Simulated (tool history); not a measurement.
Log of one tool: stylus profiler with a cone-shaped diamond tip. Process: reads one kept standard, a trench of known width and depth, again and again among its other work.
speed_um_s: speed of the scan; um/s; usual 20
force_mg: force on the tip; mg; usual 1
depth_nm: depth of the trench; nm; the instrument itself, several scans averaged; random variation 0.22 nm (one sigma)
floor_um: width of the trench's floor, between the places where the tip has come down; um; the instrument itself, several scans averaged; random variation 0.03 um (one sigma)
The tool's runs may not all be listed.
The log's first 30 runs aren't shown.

run   hour  speed_um_s  force_mg  depth_nm  floor_um
 31    474           6      2.78   1014.33     16.53
 32  492.4          28      2.87   1014.72     16.41
 33  503.5           9      1.96   1011.37     16.46
 34  518.5          10      2.92   1015.08     16.47
 35  530.1          10      2.92   1015.15     16.49
 36  541.9          40      0.34   1003.66     16.04
 37  554.7          16      2.37   1012.89     16.42
 38    575          15      0.93   1007.06     16.38
 39  589.3           7       1.8   1011.18     16.53
 40  611.4           5      1.61   1010.38     16.44
 41    629          27      2.95   1015.26     16.43
 42  646.7          27      2.95   1015.12     16.43
 43  662.6          12      1.34   1008.65     16.46
 44  679.1          12      1.34   1009.39     16.47
 45  700.2          12      1.34   1008.76     16.44
 46  715.5          29      0.52   1004.96     16.26
 47  726.2          26      0.85   1006.62     16.36

4 ways to go on from here, each from the tool as it stands after run 47. What would each give?
  A  745.1          47      1.55         ?         ?
  B  745.1          26      2.61         ?         ?
  C  745.1           6      1.93         ?         ?
  D  745.1           9      1.12         ?         ?

run  depth_nm  floor_um
  A   1009.96     16.26
  B   1014.13     16.39
  C   1011.44     16.51
  D   1007.99     16.38
Without the tool's hidden state the same runs would have given:
run  depth_nm  floor_um
  A   1009.98     16.26
  B   1014.16     16.39
  C   1011.47     16.52
  D   1008.02     16.38
